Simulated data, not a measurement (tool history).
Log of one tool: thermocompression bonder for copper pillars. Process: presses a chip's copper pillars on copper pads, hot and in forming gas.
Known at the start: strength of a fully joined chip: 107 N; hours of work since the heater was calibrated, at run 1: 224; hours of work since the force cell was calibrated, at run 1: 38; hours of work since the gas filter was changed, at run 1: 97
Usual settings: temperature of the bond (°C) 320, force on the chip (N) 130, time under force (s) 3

| run | hour | temperature of the bond (°C) | force on the chip (N) | time under force (s) | hours of work since the heater was calibrated | hours of work since the force cell was calibrated | hours of work since the gas filter was changed | force that shears a chip off (N) |
|---|---|---|---|---|---|---|---|---|
| 1 | 0.0 | 320 | 130 | 3 | 224 | 38 | 97 | 59.6 |
| 2 | 5.5 | 320 | 130 | 3 | 228 | 42 | 101 | 59.3 |
| 3 | 15.5 | 320 | 99 | 3 | 235 | 49 | 108 | 46.1 |
| 4 | 25.8 | 320 | 183 | 3 | 242 | 56 | 115 | 78.0 |
| 5 | 35.5 | 320 | 179 | 3 | 249 | 63 | 122 | 76.7 |
| 6 | 41.2 | 320 | 146 | 3 | 253 | 67 | 126 | 66.1 |
| 7 | 48.4 | 320 | 146 | 2 | 258 | 72 | 131 | 58.5 |
| 8 | 57.0 | 320 | 146 | 2 | 264 | 78 | 137 | 58.4 |
| 9 | 66.3 | 320 | 146 | 2 | 271 | 85 | 144 | 58.7 |
| 10 | 71.1 | 320 | 130 | 3 | 274 | 88 | 147 | 59.5 |
| 11 | 80.7 | 320 | 130 | 3 | 281 | 95 | 154 | 60.2 |
| 12 | 87.4 | 320 | 130 | 2 | 286 | 100 | 158 | 53.0 |
| 13 | 96.9 | 320 | 130 | 3 | 292 | 106 | 165 | 59.4 |
| 14 | 105.9 | 320 | 130 | 3 | 299 | 113 | 171 | 59.7 |
| 15 | 115.5 | 320 | 130 | 3 | 306 | 120 | 178 | 59.5 |
| 16 | 124.2 | 320 | 130 | 3 | 312 | 126 | 184 | 58.6 |
| 17 | 130.2 | 305 | 169 | 4 | 316 | 130 | 189 | 72.1 |
| 18 | 137.8 | 305 | 169 | 4 | 321 | 135 | 194 | 71.4 |
| 19 | 143.4 | 309 | 169 | 4 | 325 | 139 | 198 | 73.5 |
| 20 | 151.3 | 332 | 92 | 3 | 331 | 145 | 204 | 46.7 |
| 21 | 159.0 | 290 | 130 | 7 | 336 | 150 | 209 | 61.7 |
| 22 | 168.8 | 320 | 107 | 3 | 343 | 157 | 216 | 48.9 |
| 23 | 176.8 | 330 | 104 | 4 | 349 | 163 | 222 | 57.4 |
| 24 | 182.6 | 346 | 147 | 3 | 353 | 167 | 226 | 74.7 |
| 25 | 192.4 | 342 | 147 | 3 | 360 | 174 | 233 | 72.5 |
| 26 | 196.8 | 349 | 139 | 3 | 363 | 177 | 236 | 71.8 |
| 27 | 206.4 | 349 | 139 | 3 | 370 | 184 | 243 | 72.7 |
| 28 | 215.1 | 349 | 139 | 3 | 376 | 190 | 249 | 73.6 |
| 29 | 223.3 | 349 | 139 | 3 | 382 | 196 | 255 | 72.3 |
| 30 | 231.9 | 348 | 190 | 6 | 388 | 202 | 261 | 94.4 |
| 31 | 239.8 | 341 | 130 | 3 | 393 | 207 | 266 | 66.1 |
| 32 | 244.6 | 345 | 101 | 4 | 397 | 211 | 270 | 60.1 |

Hidden state or all else? Some run-to-run changes of force that shears a chip off (N), split into what the settings, what came in and random variation would give without the hidden state, and what is left for the hidden state (with any gauge scatter that isn't in both results):
The hidden state here: true temperature of the bond over the reading, C; force that reaches the chip, % of what is set; oxide that the forming gas leaves, % of the face; drift of the gauge itself on shear_n, %.
Run 3 -> 4: force on the chip (N) 99 -> 183. force that shears a chip off (N) +31.9: hidden state -1.0, all else +32.9.
Run 19 -> 20: temperature of the bond (°C) 309 -> 332, force on the chip (N) 169 -> 92, time under force (s) 4 -> 3. force that shears a chip off (N) -26.8: hidden state +1.3, all else -28.1.
Run 29 -> 30: temperature of the bond (°C) 349 -> 348, force on the chip (N) 139 -> 190, time under force (s) 3 -> 6. force that shears a chip off (N) +22.1: hidden state -2.3, all else +24.4.
Run 30 -> 31: temperature of the bond (°C) 348 -> 341, force on the chip (N) 190 -> 130, time under force (s) 6 -> 3. force that shears a chip off (N) -28.3: hidden state +2.7, all else -31.0.
